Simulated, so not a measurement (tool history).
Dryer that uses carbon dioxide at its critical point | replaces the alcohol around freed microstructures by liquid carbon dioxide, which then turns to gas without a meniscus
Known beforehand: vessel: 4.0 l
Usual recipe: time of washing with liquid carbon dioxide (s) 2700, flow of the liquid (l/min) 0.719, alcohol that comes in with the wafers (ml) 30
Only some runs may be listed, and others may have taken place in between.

run,hour,time of washing with liquid carbon dioxide (s),flow of the liquid (l/min),alcohol that comes in with the wafers (ml),alcohol left in the vessel before it's heated (ppm by volume)
1,0,2700,0.719,30,19
2,8.4,2700,0.719,30,14
3,16.3,2700,0.719,30,22
4,24.1,2700,1.115,30,14
5,29,2700,1.115,30,22
6,35.3,2700,1.115,30,17
7,39.6,4260,0.719,30,28
8,45.2,2040,0.719,30,46
9,53.7,2040,0.719,30,59
10,58,2040,0.719,30,55
11,64.2,2040,0.719,30,54
12,71.9,2040,0.719,96,144
13,76.8,2040,0.719,96,149
14,81.5,2700,0.719,117,62
15,86.5,2700,0.719,100,46
16,93.5,2700,0.719,53,40
17,101.6,2700,0.719,53,40
18,110.4,2700,0.719,30,55
19,118.5,2700,0.808,30,37
20,126.9,2700,0.808,30,35
21,135.2,2700,0.808,30,45
22,141.4,2700,0.808,30,41
23,147.7,2700,0.808,30,49
24,156.2,2700,0.719,30,48
25,165.2,4020,1.207,26,43
26,175.3,4020,1.207,26,46
27,182.8,4020,1.207,26,42
28,188.3,4020,0.605,21,50
29,197.5,4020,0.605,21,43
30,202.1,4020,1.199,21,44
# hour 204.9: inlet filter changed
31,207.3,4020,1.199,21,44
32,217.4,4020,1.199,21,50
33,223.1,4020,0.672,30,32
34,232.1,4020,0.672,30,50
35,240.6,3120,0.719,30,52
36,247.1,3120,0.719,30,51
37,256.7,2700,0.719,71,71
38,263.6,2160,0.719,54,98
39,272.4,2160,0.719,54,104
40,279.5,2160,0.719,54,99
41,284.1,2160,0.719,54,106
42,293,1920,0.652,21,116
43,301.9,1920,0.652,21,128
44,311.1,1800,0.74,30,131
45,316.8,1800,0.74,30,138
46,324.1,1800,0.74,30,132
47,330.4,2460,1.212,30,69
48,336,3780,0.76,60,70

3 options for the next run, each taken on its own from the tool as it stands now. Forecast them:
A,341.7,2340,0.586,60,?
B,341.7,1860,0.829,22,?
C,341.7,3240,0.477,60,?

run,alcohol left in the vessel before it's heated (ppm by volume)
A,206
B,102
C,141
Without the tool's hidden state the same runs would have given:
run,alcohol left in the vessel before it's heated (ppm by volume)
A,83
B,25
C,42
